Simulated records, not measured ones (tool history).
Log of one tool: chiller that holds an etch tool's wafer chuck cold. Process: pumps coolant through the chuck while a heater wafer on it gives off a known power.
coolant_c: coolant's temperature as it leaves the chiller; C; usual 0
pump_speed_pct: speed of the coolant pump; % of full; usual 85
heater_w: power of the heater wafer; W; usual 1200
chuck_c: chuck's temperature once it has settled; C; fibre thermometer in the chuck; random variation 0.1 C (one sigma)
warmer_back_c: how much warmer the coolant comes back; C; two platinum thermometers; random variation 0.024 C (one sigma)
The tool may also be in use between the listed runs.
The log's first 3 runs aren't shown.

run	hour	coolant_c	pump_speed_pct	heater_w	hours since the coolant was changed and the channels were flushed	hours since the pump was overhauled	hours since the chiller's thermometer was calibrated	chuck_c	warmer_back_c
4	70.4	0	85	1005	2575	446	1764	12.8	3.27
5	95.3	0	85	1005	2600	471	1788	12.9	3.27
6	110.6	2	85	1200	2615	486	1804	17.2	3.89
7	125.4	0	85	1200	2630	501	1819	15.2	3.96
8	156.3	0	85	1200	2660	532	1849	15.3	3.9
9	184.1	0	85	1200	2688	560	1877	15.3	3.93
10	207.8	10	85	1200	2712	583	1901	25.3	3.92
11	222.6	3	85	1200	2727	598	1916	18.3	3.94
12	244.5	3	85	1200	2749	620	1938	18.2	3.94
13	272	3	85	1200	2776	648	1965	18.4	3.94
14	289.2	0	85	1158	2793	665	1982	14.8	3.81
15	303.6	0	85	1158	2808	679	1997	14.9	3.79
16	323.5	0	85	1158	2828	699	2017	14.8	3.78
17	344.2	0	85	1158	2848	720	2037	14.8	3.77
18	368.3	4	85	1362	2872	744	2061	21.3	4.5
19	389	4	85	1362	2893	764	2082	21.5	4.49
20	410.9	10	65	1543	2915	786	2104	34.4	6.62
21	429.3	10	65	1543	2933	805	2122	34.4	6.66
22	454	4	97	1043	2958	829	2147	16.1	2.97
23	475.5	0	85	628	2980	851	2169	8	2.06
24	497.4	-1	71	628	3002	873	2191	8.1	2.45
25	525.4	-2	85	1200	3030	901	2219	13.4	3.91
26	556.9	5	85	1200	3061	932	2250	20.6	3.94

The next listed run, before its measurement:
27	579	9	84	1341	3083	955	2272	?	?

Run 27 gave chuck_c 26.4 C, warmer_back_c 4.41 C.
Without the tool's hidden state the same run would have given chuck_c 25.6 C, warmer_back_c 4.39 C.
